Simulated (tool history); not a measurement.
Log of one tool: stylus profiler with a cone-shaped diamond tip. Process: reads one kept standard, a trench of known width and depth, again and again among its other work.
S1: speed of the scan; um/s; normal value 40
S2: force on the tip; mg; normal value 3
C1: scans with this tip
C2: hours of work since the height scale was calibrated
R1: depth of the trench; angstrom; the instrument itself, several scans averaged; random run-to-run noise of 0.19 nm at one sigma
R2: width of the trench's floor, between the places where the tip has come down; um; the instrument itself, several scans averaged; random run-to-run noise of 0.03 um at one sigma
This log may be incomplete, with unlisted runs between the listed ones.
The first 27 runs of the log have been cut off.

{"run": 28, "day": 29.688, "S1": 17, "S2": 3.76, "C1": 2502, "C2": 37, "R1": 10200, "R2": 13.31}
{"run": 29, "day": 30.671, "S1": 40, "S2": 2.3, "C1": 2587, "C2": 47, "R1": 10149, "R2": 13.27}
{"run": 30, "day": 32.325, "S1": 14, "S2": 1.92, "C1": 2731, "C2": 64, "R1": 10130.8, "R2": 13.3}
{"run": 31, "day": 33.467, "S1": 14, "S2": 1.92, "C1": 2830, "C2": 76, "R1": 10129.9, "R2": 13.25}
{"run": 32, "day": 34.225, "S1": 121, "S2": 1.42, "C1": 2895, "C2": 84, "R1": 10112.1, "R2": 12.92}
{"run": 33, "day": 35.217, "S1": 30, "S2": 1.23, "C1": 2981, "C2": 94, "R1": 10098.4, "R2": 13.16}
{"run": 34, "day": 36.125, "S1": 113, "S2": 7.52, "C1": 3060, "C2": 103, "R1": 10313.3, "R2": 13.12}
{"run": 35, "day": 37.796, "S1": 113, "S2": 7.52, "C1": 3205, "C2": 120, "R1": 10318.3, "R2": 13.08}
{"run": 36, "day": 39.304, "S1": 113, "S2": 7.52, "C1": 3336, "C2": 136, "R1": 10314.4, "R2": 13}
{"run": 37, "day": 40.779, "S1": 113, "S2": 7.52, "C1": 3464, "C2": 151, "R1": 10317.3, "R2": 12.97}
{"run": 38, "day": 42.362, "S1": 113, "S2": 7.52, "C1": 3601, "C2": 167, "R1": 10316.6, "R2": 12.92}
{"run": 39, "day": 43.862, "S1": 113, "S2": 7.52, "C1": 3731, "C2": 183, "R1": 10316, "R2": 12.91}
{"run": 40, "day": 44.692, "S1": 111, "S2": 1.67, "C1": 3803, "C2": 191, "R1": 10119.9, "R2": 12.81}

Each row is a separate what-if for the run after 40, all from the same tool condition, not one after another. Results?
{"run": "A", "day": 45.596, "S1": 32, "S2": 1.28, "C1": 3882, "C2": 200, "R1": "?", "R2": "?"}
{"run": "B", "day": 45.596, "S1": 29, "S2": 4.8, "C1": 3882, "C2": 200, "R1": "?", "R2": "?"}
{"run": "C", "day": 45.596, "S1": 22, "S2": 8.11, "C1": 3882, "C2": 200, "R1": "?", "R2": "?"}

run=A R1=10103.7 R2=13
run=B R1=10237.2 R2=12.93
run=C R1=10332.2 R2=12.99
What these runs would have given with no unlogged condition in the tool:
run=A R1=10092.5 R2=13.98
run=B R1=10225.9 R2=13.91
run=C R1=10320.8 R2=13.97
